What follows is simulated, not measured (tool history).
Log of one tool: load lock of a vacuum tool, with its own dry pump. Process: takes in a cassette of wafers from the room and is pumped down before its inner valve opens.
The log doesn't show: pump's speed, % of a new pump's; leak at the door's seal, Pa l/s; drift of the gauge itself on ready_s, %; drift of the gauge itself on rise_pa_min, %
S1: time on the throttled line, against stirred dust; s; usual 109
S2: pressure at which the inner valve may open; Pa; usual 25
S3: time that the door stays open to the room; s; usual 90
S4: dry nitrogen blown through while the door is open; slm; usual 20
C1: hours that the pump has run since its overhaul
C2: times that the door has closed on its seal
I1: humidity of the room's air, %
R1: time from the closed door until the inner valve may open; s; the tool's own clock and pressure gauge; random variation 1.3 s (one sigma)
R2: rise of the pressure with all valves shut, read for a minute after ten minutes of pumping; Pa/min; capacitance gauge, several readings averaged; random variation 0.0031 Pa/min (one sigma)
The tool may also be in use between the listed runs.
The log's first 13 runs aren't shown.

{"run": 14, "hour": 3671.9, "S1": 109, "S2": 25, "S3": 90, "S4": 28, "C1": 5073, "C2": 7579, "I1": 43.3, "R1": 222.2, "R2": 0.081}
{"run": 15, "hour": 3886.9, "S1": 175, "S2": 25, "S3": 90, "S4": 20, "C1": 5288, "C2": 8308, "I1": 44.6, "R1": 275.9, "R2": 0.099}
{"run": 16, "hour": 4188.9, "S1": 109, "S2": 25, "S3": 90, "S4": 21, "C1": 5590, "C2": 9331, "I1": 43.1, "R1": 225.8, "R2": 0.103}
{"run": 17, "hour": 4465.3, "S1": 60, "S2": 23, "S3": 206, "S4": 6, "C1": 5866, "C2": 10268, "I1": 46, "R1": 186.4, "R2": 0.197}
{"run": 18, "hour": 4706.5, "S1": 146, "S2": 41, "S3": 237, "S4": 6, "C1": 6107, "C2": 11086, "I1": 43, "R1": 242.4, "R2": 0.203}
{"run": 19, "hour": 4906.4, "S1": 101, "S2": 25, "S3": 90, "S4": 20, "C1": 6307, "C2": 11763, "I1": 46.6, "R1": 218.6, "R2": 0.124}
{"run": 20, "hour": 5218.9, "S1": 101, "S2": 25, "S3": 90, "S4": 23, "C1": 6620, "C2": 12822, "I1": 45.3, "R1": 220.7, "R2": 0.128}
{"run": 21, "hour": 5633.6, "S1": 101, "S2": 46, "S3": 90, "S4": 39, "C1": 7034, "C2": 14228, "I1": 47.3, "R1": 208.5, "R2": 0.129}
{"run": 22, "hour": 5988.4, "S1": 101, "S2": 46, "S3": 235, "S4": 13, "C1": 7389, "C2": 15430, "I1": 45.3, "R1": 209.1, "R2": 0.225}
{"run": 23, "hour": 6266.6, "S1": 100, "S2": 21, "S3": 235, "S4": 13, "C1": 7667, "C2": 16373, "I1": 45.3, "R1": 224.7, "R2": 0.229}
{"run": 24, "hour": 6457.3, "S1": 100, "S2": 21, "S3": 235, "S4": 13, "C1": 7858, "C2": 17020, "I1": 43.9, "R1": 224, "R2": 0.241}
{"run": 25, "hour": 6849.6, "S1": 140, "S2": 21, "S3": 167, "S4": 13, "C1": 8250, "C2": 18349, "I1": 45.5, "R1": 254.2, "R2": 0.231}
{"run": 26, "hour": 7039.5, "S1": 140, "S2": 22, "S3": 42, "S4": 13, "C1": 8440, "C2": 18993, "I1": 41.6, "R1": 254.6, "R2": 0.176}
{"run": 27, "hour": 7454.1, "S1": 140, "S2": 22, "S3": 42, "S4": 13, "C1": 8855, "C2": 20398, "I1": 41.1, "R1": 254.3, "R2": 0.188}
{"run": 28, "hour": 7862.4, "S1": 71, "S2": 25, "S3": 42, "S4": 8, "C1": 9263, "C2": 21782, "I1": 43.4, "R1": 199.3, "R2": 0.207}
{"run": 29, "hour": 8129.4, "S1": 163, "S2": 35, "S3": 42, "S4": 10, "C1": 9530, "C2": 22687, "I1": 46.3, "R1": 263.9, "R2": 0.219}
{"run": 30, "hour": 8525.8, "S1": 89, "S2": 25, "S3": 90, "S4": 20, "C1": 9927, "C2": 24031, "I1": 45.5, "R1": 214, "R2": 0.254}
{"run": 31, "hour": 8794.4, "S1": 87, "S2": 19, "S3": 161, "S4": 40, "C1": 10195, "C2": 24941, "I1": 43.7, "R1": 217.7, "R2": 0.269}
{"run": 32, "hour": 9182.1, "S1": 55, "S2": 25, "S3": 90, "S4": 36, "C1": 10583, "C2": 26255, "I1": 44.2, "R1": 189, "R2": 0.273}

Forecast each of these 3 alternatives for the next run:
{"run": "A", "hour": 9474.1, "S1": 150, "S2": 25, "S3": 90, "S4": 4, "C1": 10875, "C2": 27245, "I1": 46.1, "R1": "?", "R2": "?"}
{"run": "B", "hour": 9474.1, "S1": 214, "S2": 25, "S3": 70, "S4": 36, "C1": 10875, "C2": 27245, "I1": 43.4, "R1": "?", "R2": "?"}
{"run": "C", "hour": 9474.1, "S1": 55, "S2": 25, "S3": 90, "S4": 7, "C1": 10875, "C2": 27245, "I1": 45.5, "R1": "?", "R2": "?"}

run=A R1=262.7 R2=0.316
run=B R1=311.6 R2=0.274
run=C R1=190.4 R2=0.317
Without the tool's hidden state the same runs would have given:
run=A R1=248.3 R2=0.079
run=B R1=298.8 R2=0.037
run=C R1=173.2 R2=0.078
